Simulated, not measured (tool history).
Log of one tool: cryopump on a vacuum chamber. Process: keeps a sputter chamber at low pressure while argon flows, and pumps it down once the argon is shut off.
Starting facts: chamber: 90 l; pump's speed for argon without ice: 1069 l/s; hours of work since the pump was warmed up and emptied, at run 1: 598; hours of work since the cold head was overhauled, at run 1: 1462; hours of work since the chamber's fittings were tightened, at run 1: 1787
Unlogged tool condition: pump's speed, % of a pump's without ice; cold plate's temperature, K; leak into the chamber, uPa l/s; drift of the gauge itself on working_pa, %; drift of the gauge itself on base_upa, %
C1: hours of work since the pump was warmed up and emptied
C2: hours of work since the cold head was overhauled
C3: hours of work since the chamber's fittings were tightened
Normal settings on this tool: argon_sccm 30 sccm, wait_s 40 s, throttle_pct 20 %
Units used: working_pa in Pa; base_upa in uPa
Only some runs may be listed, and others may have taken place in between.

Run 1, day 0: usual settings; C1 598; C2 1462; C3 1787. Result: working_pa 0.246 Pa, base_upa 3.27 uPa.
Run 2, day 2.017: usual settings; C1 637; C2 1501; C3 1826. Result: working_pa 0.248 Pa, base_upa 3.36 uPa.
Run 3, day 3.829: usual settings; C1 672; C2 1535; C3 1861. Result: working_pa 0.2474 Pa, base_upa 3.41 uPa.
Run 4, day 5.85: usual settings but throttle_pct 44 %; C1 711; C2 1574; C3 1899. Result: working_pa 0.1179 Pa, base_upa 3.32 uPa.
Run 5, day 7.408: usual settings but throttle_pct 44 %; C1 740; C2 1604; C3 1929. Result: working_pa 0.1191 Pa, base_upa 3.4 uPa.
Run 6, day 9.617: usual settings but throttle_pct 44 %; C1 783; C2 1646; C3 1972. Result: working_pa 0.1191 Pa, base_upa 3.35 uPa.
At day 10.804: pump warmed up, emptied and cooled again.
Run 7, day 11.408: usual settings but wait_s 91 s; C1 12; C2 1676; C3 2002. Result: working_pa 0.2375 Pa, base_upa 1.82 uPa.
Run 8, day 14.175: usual settings but wait_s 91 s; C1 65; C2 1729; C3 2055. Result: working_pa 0.2386 Pa, base_upa 1.88 uPa.
Run 9, day 17.254: usual settings but argon_sccm 22 sccm; C1 124; C2 1788; C3 2114. Result: working_pa 0.1743 Pa, base_upa 3.3 uPa.
Run 10, day 19.325: usual settings but argon_sccm 22 sccm; C1 163; C2 1828; C3 2153. Result: working_pa 0.176 Pa, base_upa 3.33 uPa.
Run 11, day 22.392: usual settings but argon_sccm 22 sccm; C1 222; C2 1887; C3 2212. Result: working_pa 0.1765 Pa, base_upa 3.36 uPa.
At day 24.05: leaking fittings of the chamber tightened, without venting.
Run 12, day 24.846: usual settings but argon_sccm 22 sccm; C1 267; C2 1932; C3 15. Result: working_pa 0.1762 Pa, base_upa 2.74 uPa.
Run 13, day 27.704: usual settings but argon_sccm 22 sccm; C1 322; C2 1987; C3 70. Result: working_pa 0.1763 Pa, base_upa 2.84 uPa.
Run 14, day 29.529: usual settings but argon_sccm 22 sccm; C1 357; C2 2022; C3 105. Result: working_pa 0.1754 Pa, base_upa 2.86 uPa.
Run 15, day 31.579: usual settings but argon_sccm 22 sccm; C1 396; C2 2061; C3 144. Result: working_pa 0.1779 Pa, base_upa 2.87 uPa.
Run 16, day 34.125: usual settings but argon_sccm 22 sccm; C1 445; C2 2110; C3 193. Result: working_pa 0.1788 Pa, base_upa 2.9 uPa.
Run 17, day 35.975: usual settings but wait_s 98 s; C1 480; C2 2145; C3 228. Result: working_pa 0.2431 Pa, base_upa 1.45 uPa.
Run 18, day 37.692: usual settings but argon_sccm 13 sccm, wait_s 211 s, throttle_pct 44 %; C1 513; C2 2178; C3 261. Result: working_pa 0.0491 Pa, base_upa 0.93 uPa.
Run 19, day 38.971: usual settings but argon_sccm 49 sccm, wait_s 68 s, throttle_pct 58 %; C1 538; C2 2203; C3 286. Result: working_pa 0.1454 Pa, base_upa 1.92 uPa.
Run 20, day 40.583: usual settings but argon_sccm 20 sccm, wait_s 279 s, throttle_pct 35 %; C1 569; C2 2234; C3 317. Result: working_pa 0.0951 Pa, base_upa 0.79 uPa.
Run 21, day 43.221: usual settings but argon_sccm 34 sccm, wait_s 279 s, throttle_pct 26 %; C1 619; C2 2284; C3 367. Result: working_pa 0.2171 Pa, base_upa 0.84 uPa.
Run 22, day 45.108: usual settings but argon_sccm 28 sccm, wait_s 247 s, throttle_pct 32 %; C1 655; C2 2320; C3 403. Result: working_pa 0.1461 Pa, base_upa 0.86 uPa.
Run 23, day 47.054: usual settings but argon_sccm 14 sccm, wait_s 107 s, throttle_pct 32 %; C1 693; C2 2357; C3 440. Result: working_pa 0.0734 Pa, base_upa 1.44 uPa.
Run 24, day 48.9: usual settings but argon_sccm 20 sccm, wait_s 34 s, throttle_pct 22 %; C1 728; C2 2393; C3 476. Result: working_pa 0.1505 Pa, base_upa 3.42 uPa.
Run 25, day 51.383: usual settings but argon_sccm 20 sccm, wait_s 90 s, throttle_pct 50 %; C1 775; C2 2440; C3 523. Result: working_pa 0.0699 Pa, base_upa 1.7 uPa.
At day 52.938: pump warmed up, emptied and cooled again.
Run 26, day 54.312: usual settings but argon_sccm 20 sccm, wait_s 204 s, throttle_pct 40 %; C1 26; C2 2492; C3 575. Result: working_pa 0.0795 Pa, base_upa 0.96 uPa.
Run 27, day 56.458: usual settings but argon_sccm 20 sccm, wait_s 204 s, throttle_pct 40 %; C1 67; C2 2533; C3 617. Result: working_pa 0.0809 Pa, base_upa 0.99 uPa.
Run 28, day 59.633: usual settings but argon_sccm 15 sccm, wait_s 53 s, throttle_pct 33 %; C1 128; C2 2594; C3 677. Result: working_pa 0.0731 Pa, base_upa 2.43 uPa.
Run 29, day 61.833: usual settings but argon_sccm 20 sccm, wait_s 136 s; C1 170; C2 2636; C3 720. Result: working_pa 0.1611 Pa, base_upa 1.21 uPa.
Run 30, day 64.517: usual settings but argon_sccm 20 sccm, wait_s 136 s; C1 222; C2 2688; C3 771. Result: working_pa 0.1614 Pa, base_upa 1.27 uPa.
Run 31, day 66.533: usual settings but argon_sccm 57 sccm, wait_s 41 s, throttle_pct 36 %; C1 260; C2 2726; C3 810. Result: working_pa 0.2603 Pa, base_upa 2.96 uPa.
Run 32, day 68.579: usual settings but argon_sccm 57 sccm, wait_s 121 s, throttle_pct 59 %; C1 300; C2 2766; C3 849. Result: working_pa 0.1629 Pa, base_upa 1.37 uPa.
Run 33, day 71.208: usual settings but wait_s 130 s; C1 350; C2 2816; C3 899. Result: working_pa 0.2433 Pa, base_upa 1.33 uPa.
Run 34, day 73.496: usual settings but throttle_pct 18 %; C1 394; C2 2860; C3 943. Result: working_pa 0.269 Pa, base_upa 3.14 uPa.

Consider 3 possible next runs. They are alternatives, not a sequence: every one starts from the tool as it was left by run 34. What does each give?
Run A, day 76.292: usual settings but argon_sccm 59 sccm, wait_s 39 s, throttle_pct 21 %; C1 447; C2 2913; C3 996. Result: working_pa ?, base_upa ?.
Run B, day 76.292: usual settings but argon_sccm 22 sccm, wait_s 27 s, throttle_pct 50 %; C1 447; C2 2913; C3 996. Result: working_pa ?, base_upa ?.
Run C, day 76.292: usual settings but argon_sccm 23 sccm, throttle_pct 18 %; C1 447; C2 2913; C3 996. Result: working_pa ?, base_upa ?.

run  working_pa  base_upa
  A      0.4596      3.16
  B      0.0746      4.19
  C      0.2057      3.11
Take away the tool's hidden state, keep each run's random variation, and the runs would have read:
run  working_pa  base_upa
  A      0.4465      2.82
  B      0.0698      3.86
  C      0.2007      2.77

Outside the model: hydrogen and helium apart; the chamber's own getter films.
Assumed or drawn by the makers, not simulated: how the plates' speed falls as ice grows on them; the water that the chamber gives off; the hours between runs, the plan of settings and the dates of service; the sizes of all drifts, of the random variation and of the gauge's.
